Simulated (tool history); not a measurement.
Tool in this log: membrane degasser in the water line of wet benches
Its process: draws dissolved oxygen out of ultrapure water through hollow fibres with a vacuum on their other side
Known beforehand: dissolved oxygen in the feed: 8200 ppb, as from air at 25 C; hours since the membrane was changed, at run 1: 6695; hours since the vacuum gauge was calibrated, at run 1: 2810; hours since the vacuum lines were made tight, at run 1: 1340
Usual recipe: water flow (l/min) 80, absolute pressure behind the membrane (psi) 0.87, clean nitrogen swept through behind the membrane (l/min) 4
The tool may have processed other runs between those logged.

run,hour,water flow (l/min),absolute pressure behind the membrane (psi),clean nitrogen swept through behind the membrane (l/min),hours since the membrane was changed,hours since the vacuum gauge was calibrated,hours since the vacuum lines were made tight,dissolved oxygen in the water behind the degasser (ppb),pressure that the water loses in the fibres (psi)
1,0,80,0.87,4,6695,2810,1340,127.3,8.752
2,207.1,80,0.87,4,6902,3017,1547,126.1,8.799
3,423,80,0.87,1.77,7118,3233,1763,249.3,8.77
4,724.1,80,0.866,4,7419,3534,2064,126,8.723
5,1038.3,80,0.866,4,7733,3849,2378,124.8,8.724
6,1341.9,80,0.866,5.41,8037,4152,2681,95.4,8.73
7,1478.5,80,0.866,5.41,8174,4289,2818,96.3,8.663
8,1672.2,80,0.866,5.41,8367,4483,3012,95.1,8.705
9,1808.6,80,0.866,5.41,8504,4619,3148,96.1,8.717
10,2071.5,80,0.866,5.41,8767,4882,3411,94.4,8.704
11,2267.6,80,0.866,5.41,8963,5078,3607,96.4,8.698
12,2478.2,80,0.866,5.41,9173,5289,3818,97.6,8.746
13,2640.4,69,0.87,4,9336,5451,3980,108.3,7.458
# hour 2787: seals of the vacuum lines changed
14,2912.7,80,0.87,1.96,9606,5721,126,230.7,8.679
15,3193.9,80,1.099,4,9887,6002,407,195.8,8.679
16,3459.8,80,1.099,4,10153,6268,673,194.6,8.708
17,3755.5,80,1.099,4,10449,6564,968,190.1,8.65
18,3928.1,60,0.978,4.82,10621,6736,1141,103,6.493
19,4070.5,60,0.978,4.82,10764,6879,1284,103.5,6.477
20,4278.6,80,0.851,4,10972,7087,1492,120,8.657
21,4555,80,0.851,4,11248,7363,1768,119.8,8.656
# hour 4581.1: membrane cartridge changed
# hour 4636.2: vacuum gauge calibrated
22,4828.9,92,0.661,4.25,247,193,2037,68,9.952
23,5049.4,92,0.705,8.6,468,413,2258,45,9.916
24,5216.2,80,1.094,2.5,635,580,2425,281.2,8.602
25,5459.1,80,1.094,2.5,877,823,2668,279.1,8.643
26,5681.3,80,0.87,2,1100,1045,2890,222.9,8.64
27,5977.9,88,0.769,3.54,1396,1342,3186,117.4,9.441
28,6297.3,88,0.769,3.54,1716,1661,3506,115.2,9.426
29,6572.4,80,0.87,8.81,1991,1936,3781,63.1,8.634
30,6839.7,91,0.531,4,2258,2203,4048,26.5,9.748
# hour 6911.9: seals of the vacuum lines changed
31,7061.9,50,0.869,5.55,2478,2424,150,60,5.332
32,7276.2,106,0.869,4.65,2693,2638,364,144.4,11.326
33,7417.4,105,0.799,6.42,2834,2779,505,91.8,11.213

Below are 3 alternative next runs, each starting from the tool's condition after run 33. Predict each:
A,7651.9,114,0.819,5.69,3068,3014,740,?,?
B,7651.9,80,1.146,1.64,3068,3014,740,?,?
C,7651.9,62,1.861,6.42,3068,3014,740,?,?

run,dissolved oxygen in the water behind the degasser (ppb),pressure that the water loses in the fibres (psi)
A,116.4,12.192
B,418.8,8.527
C,216.5,6.649
What these runs would have given with no unlogged condition in the tool:
run,dissolved oxygen in the water behind the degasser (ppb),pressure that the water loses in the fibres (psi)
A,116.3,12.494
B,418.7,8.739
C,216.5,6.812

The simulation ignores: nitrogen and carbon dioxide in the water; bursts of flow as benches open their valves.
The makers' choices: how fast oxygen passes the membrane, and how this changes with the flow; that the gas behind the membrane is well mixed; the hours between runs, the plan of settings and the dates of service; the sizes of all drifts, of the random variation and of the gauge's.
